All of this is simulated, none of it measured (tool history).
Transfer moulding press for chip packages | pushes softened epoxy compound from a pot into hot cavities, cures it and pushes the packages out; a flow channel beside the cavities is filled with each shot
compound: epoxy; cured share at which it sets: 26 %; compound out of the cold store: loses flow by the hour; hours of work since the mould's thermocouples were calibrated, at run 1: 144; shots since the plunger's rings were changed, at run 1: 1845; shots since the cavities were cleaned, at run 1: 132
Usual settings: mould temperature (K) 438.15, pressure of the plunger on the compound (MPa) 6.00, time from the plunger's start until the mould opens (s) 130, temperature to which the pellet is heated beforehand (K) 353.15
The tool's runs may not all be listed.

run    hour  mould temperature (K)  pressure of the plunger on the compound (MPa)  time from the plunger's start until the mould opens (s)  temperature to which the pellet is heated beforehand (K)  hours of work since the mould's thermocouples were calibrated  shots since the plunger's rings were changed  shots since the cavities were cleaned  incoming compound's hours out of the cold store  length that the compound runs in the flow channel (mm)  greatest force on the pins that push the packages out (N)
  1     0.0                 438.15                                           6.00                                                      130                                                    353.15                                                            144                                          1845                                    132                                             14.2                                                     687                                                        395
  2    45.4                 438.15                                           6.00                                                      146                                                    353.15                                                            172                                          2279                                    566                                             31.4                                                     601                                                        480
       60.1  -- cavities cleaned with cleaning compound and waxed
       88.6  -- plunger's sealing rings changed
  3   121.9                 437.15                                           6.00                                                      130                                                    353.15                                                            219                                           318                                    567                                             12.6                                                     703                                                        605
      132.8  -- cavities cleaned with cleaning compound and waxed
  4   166.8                 446.15                                           6.00                                                      130                                                    353.15                                                            246                                           733                                    325                                             43.2                                                     546                                                        372
      204.9  -- cavities cleaned with cleaning compound and waxed
  5   246.0                 446.15                                           6.00                                                      130                                                    353.15                                                            296                                          1476                                    393                                             36.3                                                     567                                                        427
      273.7  -- cavities cleaned with cleaning compound and waxed
  6   291.5                 446.15                                           6.00                                                      130                                                    353.15                                                            324                                          1896                                    170                                             25.0                                                     612                                                        358
      342.8  -- cavities cleaned with cleaning compound and waxed
  7   342.8                 446.15                                           6.00                                                      130                                                    353.15                                                            355                                          2372                                      0                                             23.0                                                     618                                                        263
      373.2  -- plunger's sealing rings changed
  8   408.2                 446.15                                           6.00                                                      130                                                    353.15                                                            395                                           334                                    601                                             37.2                                                     572                                                        474
      414.5  -- cavities cleaned with cleaning compound and waxed
      482.1  -- cavities cleaned with cleaning compound and waxed
  9   490.7                 446.15                                           6.00                                                      130                                                    353.15                                                            446                                          1094                                     82                                             12.8                                                     677                                                        303
      553.9  -- cavities cleaned with cleaning compound and waxed
 10   566.2                 446.15                                           6.00                                                      130                                                    353.15                                                            493                                          1802                                    118                                              8.4                                                     692                                                        323
 11   606.7                 446.15                                           7.14                                                      130                                                    345.15                                                            519                                          2189                                    505                                             36.3                                                     612                                                        440
      625.5  -- cavities cleaned with cleaning compound and waxed
      656.3  -- plunger's sealing rings changed
 12   669.0                 432.15                                           6.00                                                      124                                                    353.15                                                            556                                           121                                    392                                             16.1                                                     702                                                        821
      700.3  -- cavities cleaned with cleaning compound and waxed
 13   720.1                 434.15                                           7.43                                                      152                                                    348.15                                                            587                                           595                                    189                                             46.9                                                     610                                                        423
      770.8  -- cavities cleaned with cleaning compound and waxed
 14   808.7                 433.15                                           6.00                                                      130                                                    353.15                                                            643                                          1428                                    363                                             28.9                                                     623                                                        622
      839.5  -- cavities cleaned with cleaning compound and waxed
 15   847.0                 433.15                                           6.00                                                      130                                                    353.15                                                            666                                          1779                                     71                                             11.9                                                     709                                                        496
      906.1  -- mould's thermocouples calibrated
 16   906.3                 435.15                                           5.85                                                      122                                                    349.15                                                              0                                          2327                                    619                                             11.6                                                     691                                                        754
      911.6  -- cavities cleaned with cleaning compound and waxed
      946.6  -- plunger's sealing rings changed
      982.8  -- cavities cleaned with cleaning compound and waxed
 17   982.8                 438.15                                           6.00                                                      127                                                    353.15                                                             45                                           332                                      0                                             34.6                                                     599                                                        304
 18  1027.9                 438.15                                           6.00                                                      127                                                    353.15                                                             74                                           762                                    430                                             41.1                                                     567                                                        519
     1053.2  -- cavities cleaned with cleaning compound and waxed
 19  1116.7                 438.15                                           6.00                                                      127                                                    353.15                                                            130                                          1597                                    607                                             43.5                                                     551                                                        535
     1123.8  -- cavities cleaned with cleaning compound and waxed
     1190.8  -- cavities cleaned with cleaning compound and waxed
 20  1201.6                 438.15                                           6.00                                                      127                                                    353.15                                                            182                                          2380                                    103                                             11.1                                                     695                                                        371

Forecast each of these 5 alternatives for the next run:
     1230.3  -- plunger's sealing rings changed
  A  1258.1                 438.15                                           6.00                                                      153                                                    353.15                                                            216                                           266                                    619                                             42.3                                                       ?                                                          ?
     1230.3  -- plunger's sealing rings changed
  B  1258.1                 441.15                                           6.68                                                      130                                                    353.15                                                            216                                           266                                    619                                             17.5                                                       ?                                                          ?
     1230.3  -- plunger's sealing rings changed
  C  1258.1                 440.15                                           5.90                                                      114                                                    353.15                                                            216                                           266                                    619                                             22.8                                                       ?                                                          ?
     1230.3  -- plunger's sealing rings changed
  D  1258.1                 438.15                                           6.00                                                      126                                                    353.15                                                            216                                           266                                    619                                              8.6                                                       ?                                                          ?
     1230.3  -- plunger's sealing rings changed
  E  1258.1                 438.15                                           6.00                                                      145                                                    353.15                                                            216                                           266                                    619                                             26.2                                                       ?                                                          ?

run  length that the compound runs in the flow channel (mm)  greatest force on the pins that push the packages out (N)
  A                                                     564                                                        486
  B                                                     706                                                        509
  C                                                     640                                                        593
  D                                                     723                                                        582
  E                                                     633                                                        486
Without the tool's hidden state the same runs would have given:
run  length that the compound runs in the flow channel (mm)  greatest force on the pins that push the packages out (N)
  A                                                     569                                                        272
  B                                                     712                                                        288
  C                                                     646                                                        342
  D                                                     729                                                        337
  E                                                     639                                                        276

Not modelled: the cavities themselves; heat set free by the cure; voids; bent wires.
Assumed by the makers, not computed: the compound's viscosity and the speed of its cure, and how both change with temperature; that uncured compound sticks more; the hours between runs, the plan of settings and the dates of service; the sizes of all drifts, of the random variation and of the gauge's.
